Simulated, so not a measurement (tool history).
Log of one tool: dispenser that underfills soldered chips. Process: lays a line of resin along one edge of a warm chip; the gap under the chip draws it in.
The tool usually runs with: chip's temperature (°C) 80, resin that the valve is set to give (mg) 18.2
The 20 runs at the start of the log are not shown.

run     day  chip's temperature (°C)  resin that the valve is set to give (mg)  time until the resin shows at the far edge (s)  resin that the valve gave (mg)
 21   6.346                       85                                      18.2                                            68.1                            17.3
      6.392  -- new syringe of resin
      6.754  -- dispensing valve cleaned and set on the balance
 22   6.808                       71                                      20.7                                            93.2                            20.7
      7.025  -- new syringe of resin
 23   7.229                       71                                      20.7                                            84.5                           20.76
 24    7.55                       71                                      16.4                                           109.5                           16.44
      7.625  -- new syringe of resin
 25   7.996                       71                                      16.4                                            95.6                           16.24
      8.217  -- new syringe of resin
 26   8.312                       71                                      16.4                                            80.8                           16.25
 27   8.771                       95                                      18.2                                            49.9                           18.07
      8.821  -- new syringe of resin
 28       9                       92                                      16.7                                            43.2                           16.45
 29   9.229                       76                                      19.8                                            82.1                           19.45
      9.421  -- new syringe of resin
 30   9.688                       76                                      19.8                                            73.4                           19.44
     10.012  -- new syringe of resin
 31  10.067                       76                                      19.8                                            63.9                           19.36
 32  10.575                       86                                      18.2                                            65.7                           17.71
     10.608  -- new syringe of resin
 33  10.933                       86                                      17.1                                              59                           16.67
     11.208  -- new syringe of resin
 34  11.271                       78                                      20.7                                            59.4                           20.15
 35  11.588                       80                                      18.3                                              72                           17.78
     11.796  -- new syringe of resin
 36  11.854                       80                                      18.3                                            57.3                           17.75

Branching from run 36: 3 alternative next runs. What would each branch give?
  A  12.217                       72                                      21.6                                               ?                               ?
  B  12.217                       77                                      18.3                                               ?                               ?
  C  12.217                       69                                      17.4                                               ?                               ?

run  time until the resin shows at the far edge (s)  resin that the valve gave (mg)
  A                                            92.8                           20.88
  B                                            79.1                           17.68
  C                                           105.8                           16.86
Had the tool no hidden state, the same runs would have come out as:
run  time until the resin shows at the far edge (s)  resin that the valve gave (mg)
  A                                            71.9                           21.61
  B                                              61                           18.29
  C                                            81.6                           17.44
